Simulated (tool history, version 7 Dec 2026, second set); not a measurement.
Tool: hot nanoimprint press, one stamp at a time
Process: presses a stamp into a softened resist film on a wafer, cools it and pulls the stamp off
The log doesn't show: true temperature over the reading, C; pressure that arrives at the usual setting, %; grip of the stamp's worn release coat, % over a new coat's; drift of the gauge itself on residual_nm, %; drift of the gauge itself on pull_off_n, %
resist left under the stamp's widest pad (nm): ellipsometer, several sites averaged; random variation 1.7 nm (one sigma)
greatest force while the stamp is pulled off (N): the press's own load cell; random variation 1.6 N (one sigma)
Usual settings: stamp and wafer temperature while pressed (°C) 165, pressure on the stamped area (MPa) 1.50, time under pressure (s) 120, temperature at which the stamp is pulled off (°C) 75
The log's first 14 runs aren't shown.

run,hour,stamp and wafer temperature while pressed (°C),pressure on the stamped area (MPa),time under pressure (s),temperature at which the stamp is pulled off (°C),hours of work since the thermocouple was calibrated,imprints on the stamp's release coat,hours of work since the press's seals were changed,resist left under the stamp's widest pad (nm),greatest force while the stamp is pulled off (N)
15,75.6,165,1.96,120,75,66,598,189,238.6,106
# hour 79.2: plate thermocouple calibrated
16,84.1,165,1.96,120,75,2,613,192,239.8,102
17,91.3,165,1.96,120,75,5,633,195,238.9,104
18,98.1,165,1.96,120,75,8,652,198,234.8,105
19,107.2,172,1.96,120,75,12,677,202,176.0,104
20,113.1,171,1.96,89,75,15,694,204,207.1,101
# hour 121.5: plate thermocouple calibrated, once more
21,121.6,171,1.07,70,75,0,709,207,286.3,105
# hour 133.9: stamp cleaned and given a new release coat
22,136.0,171,1.07,70,67,4,6,211,288.2,114
23,142.9,165,1.05,73,66,7,25,214,350.3,116
24,146.7,165,1.05,73,66,9,35,215,350.2,119
25,152.6,163,1.54,130,75,11,52,218,280.1,95
26,159.9,163,1.54,130,75,14,72,221,278.9,99
27,168.1,163,1.54,130,75,18,95,225,278.9,99
28,176.7,163,2.25,130,69,22,119,229,234.2,110
29,185.0,173,1.50,229,76,25,142,232,146.8,96
30,191.5,173,1.50,229,76,28,160,235,148.1,96

Forecast each of these 4 alternatives for the next run:
A,198.3,165,1.24,71,78,31,179,238,?,?
B,198.3,166,1.50,120,75,31,179,238,?,?
C,198.3,172,2.15,229,81,31,179,238,?,?
D,198.3,156,1.71,74,76,31,179,238,?,?

run,resist left under the stamp's widest pad (nm),greatest force while the stamp is pulled off (N)
A,335.3,91
B,257.2,99
C,127.4,85
D,396.9,96
Without the tool's hidden state the same runs would have given:
run,resist left under the stamp's widest pad (nm),greatest force while the stamp is pulled off (N)
A,332.2,89
B,253.8,96
C,124.8,83
D,393.5,94
